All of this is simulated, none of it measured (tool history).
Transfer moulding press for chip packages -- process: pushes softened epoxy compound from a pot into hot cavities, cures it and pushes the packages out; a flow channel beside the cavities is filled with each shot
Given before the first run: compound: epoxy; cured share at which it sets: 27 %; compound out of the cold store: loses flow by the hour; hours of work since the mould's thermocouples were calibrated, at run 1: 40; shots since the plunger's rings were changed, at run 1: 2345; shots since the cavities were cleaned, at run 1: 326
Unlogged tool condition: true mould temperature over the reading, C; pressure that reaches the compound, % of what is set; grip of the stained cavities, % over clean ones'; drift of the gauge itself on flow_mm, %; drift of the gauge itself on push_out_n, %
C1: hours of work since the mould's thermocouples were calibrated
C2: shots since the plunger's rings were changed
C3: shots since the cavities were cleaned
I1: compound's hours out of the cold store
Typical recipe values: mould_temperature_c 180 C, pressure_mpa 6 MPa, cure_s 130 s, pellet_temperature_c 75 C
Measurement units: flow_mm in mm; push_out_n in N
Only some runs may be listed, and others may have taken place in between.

{"run": 1, "hour": 0.0, "mould_temperature_c": 180, "pressure_mpa": 6, "cure_s": 130, "pellet_temperature_c": 75, "C1": 40, "C2": 2345, "C3": 326, "I1": 16.3, "flow_mm": 527, "push_out_n": 465}
{"hour": 21.4, "done": "cavities cleaned with cleaning compound and waxed"}
{"run": 2, "hour": 25.5, "mould_temperature_c": 180, "pressure_mpa": 6, "cure_s": 130, "pellet_temperature_c": 75, "C1": 55, "C2": 2559, "C3": 36, "I1": 8.7, "flow_mm": 544, "push_out_n": 339}
{"run": 3, "hour": 51.4, "mould_temperature_c": 180, "pressure_mpa": 6, "cure_s": 130, "pellet_temperature_c": 75, "C1": 71, "C2": 2790, "C3": 267, "I1": 45.5, "flow_mm": 460, "push_out_n": 445}
{"run": 4, "hour": 64.4, "mould_temperature_c": 180, "pressure_mpa": 6, "cure_s": 130, "pellet_temperature_c": 75, "C1": 79, "C2": 2906, "C3": 383, "I1": 25.2, "flow_mm": 503, "push_out_n": 476}
{"hour": 77.5, "done": "plunger's sealing rings changed"}
{"hour": 81.8, "done": "cavities cleaned with cleaning compound and waxed"}
{"run": 5, "hour": 81.8, "mould_temperature_c": 180, "pressure_mpa": 6, "cure_s": 130, "pellet_temperature_c": 75, "C1": 87, "C2": 25, "C3": 0, "I1": 33, "flow_mm": 501, "push_out_n": 324}
{"run": 6, "hour": 101.6, "mould_temperature_c": 180, "pressure_mpa": 6, "cure_s": 130, "pellet_temperature_c": 75, "C1": 100, "C2": 202, "C3": 177, "I1": 33.6, "flow_mm": 498, "push_out_n": 389}
{"run": 7, "hour": 132.6, "mould_temperature_c": 180, "pressure_mpa": 6, "cure_s": 130, "pellet_temperature_c": 75, "C1": 119, "C2": 479, "C3": 454, "I1": 33.2, "flow_mm": 498, "push_out_n": 482}
{"hour": 140.4, "done": "cavities cleaned with cleaning compound and waxed"}
{"run": 8, "hour": 162.0, "mould_temperature_c": 180, "pressure_mpa": 6, "cure_s": 130, "pellet_temperature_c": 75, "C1": 136, "C2": 728, "C3": 193, "I1": 26.2, "flow_mm": 513, "push_out_n": 413}
{"run": 9, "hour": 193.2, "mould_temperature_c": 180, "pressure_mpa": 6, "cure_s": 130, "pellet_temperature_c": 67, "C1": 155, "C2": 1006, "C3": 471, "I1": 38.3, "flow_mm": 485, "push_out_n": 489}
{"hour": 197.7, "done": "cavities cleaned with cleaning compound and waxed"}
{"run": 10, "hour": 210.7, "mould_temperature_c": 180, "pressure_mpa": 5.27, "cure_s": 130, "pellet_temperature_c": 75, "C1": 165, "C2": 1149, "C3": 116, "I1": 42.4, "flow_mm": 445, "push_out_n": 368}
{"hour": 214.6, "done": "mould's thermocouples calibrated"}
{"run": 11, "hour": 242.1, "mould_temperature_c": 180, "pressure_mpa": 5.27, "cure_s": 130, "pellet_temperature_c": 75, "C1": 17, "C2": 1411, "C3": 378, "I1": 27.1, "flow_mm": 476, "push_out_n": 488}
{"hour": 257.1, "done": "cavities cleaned with cleaning compound and waxed"}
{"run": 12, "hour": 257.1, "mould_temperature_c": 180, "pressure_mpa": 5.27, "cure_s": 130, "pellet_temperature_c": 75, "C1": 25, "C2": 1532, "C3": 0, "I1": 11.8, "flow_mm": 508, "push_out_n": 342}
{"hour": 274.1, "done": "mould's thermocouples calibrated, once more"}
{"run": 13, "hour": 276.5, "mould_temperature_c": 180, "pressure_mpa": 5.27, "cure_s": 130, "pellet_temperature_c": 75, "C1": 2, "C2": 1687, "C3": 155, "I1": 8.1, "flow_mm": 516, "push_out_n": 393}
{"run": 14, "hour": 305.0, "mould_temperature_c": 180, "pressure_mpa": 6, "cure_s": 130, "pellet_temperature_c": 75, "C1": 19, "C2": 1941, "C3": 409, "I1": 27.5, "flow_mm": 503, "push_out_n": 479}
{"hour": 317.1, "done": "cavities cleaned with cleaning compound and waxed"}
{"run": 15, "hour": 319.7, "mould_temperature_c": 180, "pressure_mpa": 6, "cure_s": 130, "pellet_temperature_c": 75, "C1": 27, "C2": 2059, "C3": 24, "I1": 22.2, "flow_mm": 513, "push_out_n": 340}
{"run": 16, "hour": 332.5, "mould_temperature_c": 180, "pressure_mpa": 6, "cure_s": 130, "pellet_temperature_c": 75, "C1": 35, "C2": 2173, "C3": 138, "I1": 38.6, "flow_mm": 477, "push_out_n": 380}
{"run": 17, "hour": 354.7, "mould_temperature_c": 187, "pressure_mpa": 6, "cure_s": 135, "pellet_temperature_c": 75, "C1": 49, "C2": 2371, "C3": 336, "I1": 14.1, "flow_mm": 519, "push_out_n": 399}
{"hour": 374.7, "done": "cavities cleaned with cleaning compound and waxed"}
{"run": 18, "hour": 387.4, "mould_temperature_c": 180, "pressure_mpa": 5.03, "cure_s": 119, "pellet_temperature_c": 74, "C1": 68, "C2": 2649, "C3": 113, "I1": 31.3, "flow_mm": 449, "push_out_n": 425}
{"run": 19, "hour": 411.4, "mould_temperature_c": 180, "pressure_mpa": 6.36, "cure_s": 165, "pellet_temperature_c": 75, "C1": 83, "C2": 2863, "C3": 327, "I1": 10.3, "flow_mm": 553, "push_out_n": 406}
{"hour": 429.4, "done": "plunger's sealing rings changed"}
{"hour": 434.5, "done": "cavities cleaned with cleaning compound and waxed"}
{"run": 20, "hour": 438.8, "mould_temperature_c": 180, "pressure_mpa": 6.75, "cure_s": 115, "pellet_temperature_c": 80, "C1": 97, "C2": 70, "C3": 38, "I1": 39.9, "flow_mm": 516, "push_out_n": 395}
{"run": 21, "hour": 456.5, "mould_temperature_c": 180, "pressure_mpa": 6, "cure_s": 150, "pellet_temperature_c": 75, "C1": 108, "C2": 228, "C3": 196, "I1": 37.6, "flow_mm": 491, "push_out_n": 367}
{"run": 22, "hour": 471.5, "mould_temperature_c": 180, "pressure_mpa": 6, "cure_s": 158, "pellet_temperature_c": 75, "C1": 117, "C2": 362, "C3": 330, "I1": 32, "flow_mm": 500, "push_out_n": 414}
{"hour": 492.1, "done": "cavities cleaned with cleaning compound and waxed"}
{"run": 23, "hour": 492.1, "mould_temperature_c": 180, "pressure_mpa": 6, "cure_s": 116, "pellet_temperature_c": 75, "C1": 129, "C2": 532, "C3": 0, "I1": 16.8, "flow_mm": 536, "push_out_n": 363}
{"run": 24, "hour": 514.2, "mould_temperature_c": 180, "pressure_mpa": 6, "cure_s": 116, "pellet_temperature_c": 75, "C1": 143, "C2": 730, "C3": 198, "I1": 21.8, "flow_mm": 522, "push_out_n": 478}
{"run": 25, "hour": 531.7, "mould_temperature_c": 185, "pressure_mpa": 4.55, "cure_s": 155, "pellet_temperature_c": 75, "C1": 154, "C2": 886, "C3": 354, "I1": 35.2, "flow_mm": 423, "push_out_n": 391}
{"hour": 549.5, "done": "cavities cleaned with cleaning compound and waxed"}
{"run": 26, "hour": 555.0, "mould_temperature_c": 185, "pressure_mpa": 4.55, "cure_s": 155, "pellet_temperature_c": 75, "C1": 167, "C2": 1081, "C3": 50, "I1": 44.9, "flow_mm": 403, "push_out_n": 305}
{"run": 27, "hour": 579.8, "mould_temperature_c": 185, "pressure_mpa": 4.55, "cure_s": 155, "pellet_temperature_c": 75, "C1": 182, "C2": 1302, "C3": 271, "I1": 44.3, "flow_mm": 403, "push_out_n": 372}
{"run": 28, "hour": 595.6, "mould_temperature_c": 179, "pressure_mpa": 5.05, "cure_s": 168, "pellet_temperature_c": 75, "C1": 192, "C2": 1443, "C3": 412, "I1": 34.8, "flow_mm": 453, "push_out_n": 435}

Branching from run 28: 4 alternative next runs. What would each branch give?
{"hour": 608.9, "done": "cavities cleaned with cleaning compound and waxed"}
{"run": "A", "hour": 620.8, "mould_temperature_c": 177, "pressure_mpa": 5.32, "cure_s": 130, "pellet_temperature_c": 72, "C1": 207, "C2": 1654, "C3": 107, "I1": 33.1, "flow_mm": "?", "push_out_n": "?"}
{"hour": 608.9, "done": "cavities cleaned with cleaning compound and waxed"}
{"run": "B", "hour": 620.8, "mould_temperature_c": 179, "pressure_mpa": 5.49, "cure_s": 168, "pellet_temperature_c": 75, "C1": 207, "C2": 1654, "C3": 107, "I1": 11.4, "flow_mm": "?", "push_out_n": "?"}
{"hour": 608.9, "done": "cavities cleaned with cleaning compound and waxed"}
{"run": "C", "hour": 620.8, "mould_temperature_c": 184, "pressure_mpa": 6, "cure_s": 113, "pellet_temperature_c": 78, "C1": 207, "C2": 1654, "C3": 107, "I1": 28.8, "flow_mm": "?", "push_out_n": "?"}
{"hour": 608.9, "done": "cavities cleaned with cleaning compound and waxed"}
{"run": "D", "hour": 620.8, "mould_temperature_c": 185, "pressure_mpa": 4.73, "cure_s": 168, "pellet_temperature_c": 72, "C1": 207, "C2": 1654, "C3": 107, "I1": 20.1, "flow_mm": "?", "push_out_n": "?"}

run=A flow_mm=470 push_out_n=427
run=B flow_mm=521 push_out_n=321
run=C flow_mm=495 push_out_n=375
run=D flow_mm=456 push_out_n=323
Stripped of hidden state, with their random variation kept, the same runs would have yielded:
run=A flow_mm=479 push_out_n=363
run=B flow_mm=531 push_out_n=273
run=C flow_mm=505 push_out_n=318
run=D flow_mm=466 push_out_n=275

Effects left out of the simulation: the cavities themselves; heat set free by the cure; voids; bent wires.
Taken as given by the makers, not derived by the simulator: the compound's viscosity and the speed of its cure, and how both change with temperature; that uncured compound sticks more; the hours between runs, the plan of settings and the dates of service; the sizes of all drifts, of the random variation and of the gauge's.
